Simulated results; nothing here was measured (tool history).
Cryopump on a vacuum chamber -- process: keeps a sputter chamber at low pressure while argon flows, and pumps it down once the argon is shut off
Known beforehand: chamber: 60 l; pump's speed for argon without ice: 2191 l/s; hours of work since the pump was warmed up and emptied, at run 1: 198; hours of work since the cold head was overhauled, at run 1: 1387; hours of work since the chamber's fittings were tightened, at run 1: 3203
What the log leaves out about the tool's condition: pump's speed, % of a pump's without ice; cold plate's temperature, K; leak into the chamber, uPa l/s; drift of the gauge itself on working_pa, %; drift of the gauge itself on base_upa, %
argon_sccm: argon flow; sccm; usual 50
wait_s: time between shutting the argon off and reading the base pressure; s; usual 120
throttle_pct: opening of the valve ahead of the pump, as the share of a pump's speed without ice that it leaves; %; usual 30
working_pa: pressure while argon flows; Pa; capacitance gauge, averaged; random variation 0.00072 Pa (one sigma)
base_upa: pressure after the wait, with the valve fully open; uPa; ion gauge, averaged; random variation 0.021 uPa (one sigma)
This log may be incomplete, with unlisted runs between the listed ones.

run,day,argon_sccm,wait_s,throttle_pct,hours of work since the pump was warmed up and emptied,hours of work since the cold head was overhauled,hours of work since the chamber's fittings were tightened,working_pa,base_upa
1,0.000,50,120,30,198,1387,3203,0.1315,1.80
2,3.154,50,120,30,244,1433,3249,0.1301,1.81
3,6.871,50,120,30,298,1487,3303,0.1312,1.86
4,10.379,50,120,23,349,1538,3354,0.1702,1.95
5,12.842,50,120,19,385,1574,3390,0.2055,1.97
6,16.717,50,120,19,441,1630,3446,0.2063,1.98
7,18.942,50,120,19,474,1663,3478,0.2055,2.02
8,22.483,50,34,30,525,1714,3530,0.1312,2.60
9,24.575,50,34,30,556,1745,3560,0.1318,2.60
10,26.400,50,34,30,582,1771,3587,0.1327,2.54
11,29.308,50,34,30,625,1814,3629,0.1325,2.54
12,33.471,50,119,30,685,1874,3690,0.1324,2.19
13,35.567,50,119,30,716,1905,3720,0.1323,2.19
14,37.296,50,119,30,741,1930,3745,0.1324,2.21
15,40.538,50,119,30,788,1977,3793,0.1339,2.17
16,43.021,50,119,30,824,2013,3829,0.1336,2.25
17,45.404,50,120,38,859,2048,3863,0.1070,2.27
# day 49.433: leaking fittings of the chamber tightened, without venting
18,49.679,50,225,33,920,2109,4,0.1216,0.27
19,52.125,50,225,33,955,2144,39,0.1208,0.27
20,54.321,50,178,20,987,2176,71,0.1998,0.34
21,56.433,50,178,20,1018,2207,102,0.1981,0.34
22,59.233,25,178,20,1059,2248,143,0.0995,0.38
23,61.825,58,178,18,1097,2285,180,0.2575,0.40
24,65.971,23,99,18,1157,2346,241,0.1003,0.52
# day 66.854: pump warmed up, emptied and cooled again
25,69.088,23,99,18,33,2388,283,0.0996,0.51
26,73.025,50,25,30,90,2445,340,0.1292,1.26
27,77.200,66,34,28,151,2506,401,0.1850,1.05
28,79.904,24,34,46,190,2545,440,0.0405,1.04
29,82.458,38,120,30,227,2583,477,0.0989,0.57
30,85.792,29,126,22,276,2631,526,0.1031,0.63
31,88.154,22,97,22,310,2665,560,0.0779,0.64
32,91.454,22,97,22,358,2713,608,0.0790,0.64
33,93.867,39,63,40,393,2749,643,0.0772,0.81

Here are 5 independent what-if runs from the current tool condition. What would each one return?
A,97.129,22,63,26,440,2796,691,?,?
B,97.129,59,174,50,440,2796,691,?,?
C,97.129,50,120,19,440,2796,691,?,?
D,97.129,39,286,25,440,2796,691,?,?
E,97.129,24,120,30,440,2796,691,?,?

run,working_pa,base_upa
A,0.0660,0.85
B,0.0949,0.61
C,0.2065,0.69
D,0.1223,0.57
E,0.0644,0.68
Take away the tool's hidden state, keep each run's random variation, and the runs would have read:
run,working_pa,base_upa
A,0.0646,0.49
B,0.0912,0.26
C,0.2033,0.34
D,0.1198,0.22
E,0.0629,0.32

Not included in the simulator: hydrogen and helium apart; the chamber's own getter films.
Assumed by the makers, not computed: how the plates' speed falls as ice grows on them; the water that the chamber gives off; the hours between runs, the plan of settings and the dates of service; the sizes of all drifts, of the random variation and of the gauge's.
